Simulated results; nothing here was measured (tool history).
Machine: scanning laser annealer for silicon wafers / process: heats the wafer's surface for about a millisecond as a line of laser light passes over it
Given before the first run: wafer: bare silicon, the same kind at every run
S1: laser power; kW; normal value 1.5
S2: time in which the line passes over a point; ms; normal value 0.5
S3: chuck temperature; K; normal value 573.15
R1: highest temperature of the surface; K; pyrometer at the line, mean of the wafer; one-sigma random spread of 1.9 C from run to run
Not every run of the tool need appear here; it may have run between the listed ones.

run     day     S1     S2      S3       R1
  1       0    1.5    0.5  573.15  1396.15
  2   0.379    1.5    0.5  573.15  1396.15
  3     0.7    1.5    0.5  565.15  1385.15
  4   1.267    1.5    0.5  573.15  1395.15
  5   1.625    1.5    0.5  547.15  1372.15
  6   2.167    1.5    0.5  573.15  1396.15
  7    2.55    1.5    0.5  573.15  1392.15
  8   2.888    1.5    0.5  573.15  1397.15
  9   3.604    1.5    0.5  573.15  1393.15
 10   3.988    1.5    0.5  573.15  1391.15
 11   4.679    1.5  0.371  573.15  1264.15
 12   4.996    1.5    0.5  559.15  1380.15
 13   5.617    1.5    0.5  559.15  1376.15
 14   5.996    1.5    0.5  559.15  1378.15
 15   6.708    1.5    0.5  559.15  1376.15
 16   7.258    1.5    0.5  559.15  1377.15
 17   7.912    1.5    0.5  559.15  1378.15
 18   8.462    1.5    0.5  559.15  1376.15
 19   8.992  1.381  0.584  545.15  1355.15
 20   9.688  1.502  0.509  595.15  1424.15
 21   10.05    1.5  0.554  608.15  1473.15
 22  10.571  1.302  0.554  579.15  1309.15
 23  11.167  1.488  0.494  582.15  1387.15
 24  11.742  1.329    0.5  604.15  1310.15
 25  12.104    1.5    0.5  565.15  1378.15
 26  12.804  1.367  0.542  606.15  1370.15
 27  13.438  1.367  0.542  606.15  1369.15
 28  14.175  1.367  0.542  606.15  1370.15
 29  14.796  1.367  0.542  606.15  1368.15
 30  15.208  1.312  0.591  548.15  1308.15
 31  15.825  1.554  0.591  548.15  1481.15
 32  16.158  1.554  0.526  548.15  1423.15
 33  16.504  1.369  0.352  573.15  1169.15
 34    16.9  1.369  0.352  573.15  1172.15
 35  17.404  1.369  0.352  573.15  1173.15

Alternative continuations, all from the tool just after run 35; predict every row:
  A  17.962  1.369  0.395  595.15   ?
  B  17.962  1.641   0.53  596.15   ?
  C  17.962  1.553  0.352  565.15   ?
  D  17.962  1.551  0.492  537.15   ?

run       R1
  A  1231.15
  B  1532.15
  C  1259.15
  D  1375.15
Had the tool no hidden state, the same runs would have come out as:
run       R1
  A  1242.15
  B  1547.15
  C  1271.15
  D  1389.15

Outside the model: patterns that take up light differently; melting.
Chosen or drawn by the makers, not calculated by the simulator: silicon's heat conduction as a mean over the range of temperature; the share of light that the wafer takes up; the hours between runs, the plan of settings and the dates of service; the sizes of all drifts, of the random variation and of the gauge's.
